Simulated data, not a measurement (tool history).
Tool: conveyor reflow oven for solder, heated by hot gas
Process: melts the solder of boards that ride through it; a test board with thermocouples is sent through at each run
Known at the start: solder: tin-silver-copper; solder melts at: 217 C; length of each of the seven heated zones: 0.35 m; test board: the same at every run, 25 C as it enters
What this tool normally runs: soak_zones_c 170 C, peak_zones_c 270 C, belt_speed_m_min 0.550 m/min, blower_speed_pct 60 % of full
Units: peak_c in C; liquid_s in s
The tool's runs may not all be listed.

Run 1, day 0.000: usual settings. Result: peak_c 250.5 C, liquid_s 53.8 s.
Run 2, day 2.383: usual settings. Result: peak_c 250.8 C, liquid_s 53.9 s.
Run 3, day 4.608: usual settings. Result: peak_c 250.3 C, liquid_s 53.8 s.
Run 4, day 7.992: usual settings. Result: peak_c 250.0 C, liquid_s 52.9 s.
Run 5, day 11.338: usual settings. Result: peak_c 249.2 C, liquid_s 53.4 s.
At day 11.912: flux residue cleaned out of gas plates and filters.
Run 6, day 13.421: usual settings. Result: peak_c 251.0 C, liquid_s 54.3 s.
Run 7, day 15.804: usual settings but belt_speed_m_min 0.621 m/min. Result: peak_c 246.1 C, liquid_s 44.1 s.
Run 8, day 17.696: usual settings but soak_zones_c 177 C. Result: peak_c 251.6 C, liquid_s 57.9 s.
Run 9, day 21.017: usual settings. Result: peak_c 249.5 C, liquid_s 54.0 s.
Run 10, day 23.029: usual settings. Result: peak_c 249.2 C, liquid_s 54.4 s.
Run 11, day 25.162: usual settings. Result: peak_c 249.5 C, liquid_s 53.6 s.
At day 28.438: flux residue cleaned out of gas plates and filters.
Run 12, day 29.071: usual settings but soak_zones_c 174 C. Result: peak_c 251.5 C, liquid_s 56.7 s.
Run 13, day 31.000: usual settings but soak_zones_c 174 C. Result: peak_c 251.1 C, liquid_s 57.4 s.
Run 14, day 33.592: usual settings. Result: peak_c 250.6 C, liquid_s 54.6 s.
At day 33.996: thermocouples of zones 6 and 7 changed.
At day 36.508: belt drive overhauled, speed set with a stopwatch.
Run 15, day 36.525: usual settings but peak_zones_c 267 C, belt_speed_m_min 0.585 m/min. Result: peak_c 246.0 C, liquid_s 45.7 s.
Run 16, day 38.779: usual settings but soak_zones_c 179 C, peak_zones_c 267 C, belt_speed_m_min 0.585 m/min, blower_speed_pct 57 % of full. Result: peak_c 246.9 C, liquid_s 50.1 s.
Run 17, day 42.133: usual settings but soak_zones_c 179 C, peak_zones_c 267 C, belt_speed_m_min 0.585 m/min, blower_speed_pct 57 % of full. Result: peak_c 246.8 C, liquid_s 49.1 s.
At day 45.033: flux residue cleaned out of gas plates and filters.
Run 18, day 45.404: usual settings but soak_zones_c 179 C, peak_zones_c 267 C, belt_speed_m_min 0.585 m/min, blower_speed_pct 57 % of full. Result: peak_c 247.5 C, liquid_s 50.8 s.
Run 19, day 49.425: usual settings but soak_zones_c 179 C, peak_zones_c 274 C, belt_speed_m_min 0.554 m/min, blower_speed_pct 61 % of full. Result: peak_c 256.3 C, liquid_s 59.7 s.
Run 20, day 52.450: usual settings but soak_zones_c 179 C, peak_zones_c 274 C, belt_speed_m_min 0.554 m/min, blower_speed_pct 61 % of full. Result: peak_c 255.5 C, liquid_s 59.9 s.
Run 21, day 56.504: usual settings but soak_zones_c 171 C, peak_zones_c 276 C, belt_speed_m_min 0.575 m/min, blower_speed_pct 89 % of full. Result: peak_c 257.9 C, liquid_s 58.0 s.
Run 22, day 60.600: usual settings but soak_zones_c 183 C, belt_speed_m_min 0.522 m/min, blower_speed_pct 63 % of full. Result: peak_c 253.8 C, liquid_s 65.6 s.
At day 61.450: flux residue cleaned out of gas plates and filters.
Run 23, day 64.817: usual settings but soak_zones_c 175 C, blower_speed_pct 67 % of full. Result: peak_c 253.2 C, liquid_s 58.2 s.
Run 24, day 67.388: usual settings but soak_zones_c 156 C, peak_zones_c 278 C, belt_speed_m_min 0.464 m/min, blower_speed_pct 50 % of full. Result: peak_c 259.2 C, liquid_s 66.4 s.
Run 25, day 71.225: usual settings but soak_zones_c 156 C, belt_speed_m_min 0.514 m/min. Result: peak_c 249.4 C, liquid_s 52.9 s.
At day 72.571: thermocouples of zones 6 and 7 changed.
Run 26, day 74.596: usual settings but soak_zones_c 156 C, belt_speed_m_min 0.514 m/min. Result: peak_c 250.5 C, liquid_s 54.6 s.
Run 27, day 76.679: usual settings but soak_zones_c 156 C, peak_zones_c 259 C, belt_speed_m_min 0.446 m/min. Result: peak_c 245.2 C, liquid_s 59.2 s.
At day 78.017: flux residue cleaned out of gas plates and filters.
Run 28, day 80.858: usual settings but peak_zones_c 273 C, belt_speed_m_min 0.446 m/min. Result: peak_c 259.7 C, liquid_s 77.5 s.

Each row is a separate what-if for the run after 28, all from the same tool condition, not one after another. Results?
Run A, day 84.717: usual settings but peak_zones_c 267 C, belt_speed_m_min 0.527 m/min, blower_speed_pct 67 % of full. Result: peak_c ?, liquid_s ?.
Run B, day 84.717: usual settings but soak_zones_c 179 C. Result: peak_c ?, liquid_s ?.
Run C, day 84.717: usual settings but peak_zones_c 269 C, belt_speed_m_min 0.446 m/min. Result: peak_c ?, liquid_s ?.

run  peak_c  liquid_s
  A   251.4      58.6
  B   251.9      59.8
  C   255.3      74.7
Stripped of hidden state, with their random variation kept, the same runs would have yielded:
run  peak_c  liquid_s
  A   251.7      57.8
  B   252.2      59.0
  C   255.7      73.6

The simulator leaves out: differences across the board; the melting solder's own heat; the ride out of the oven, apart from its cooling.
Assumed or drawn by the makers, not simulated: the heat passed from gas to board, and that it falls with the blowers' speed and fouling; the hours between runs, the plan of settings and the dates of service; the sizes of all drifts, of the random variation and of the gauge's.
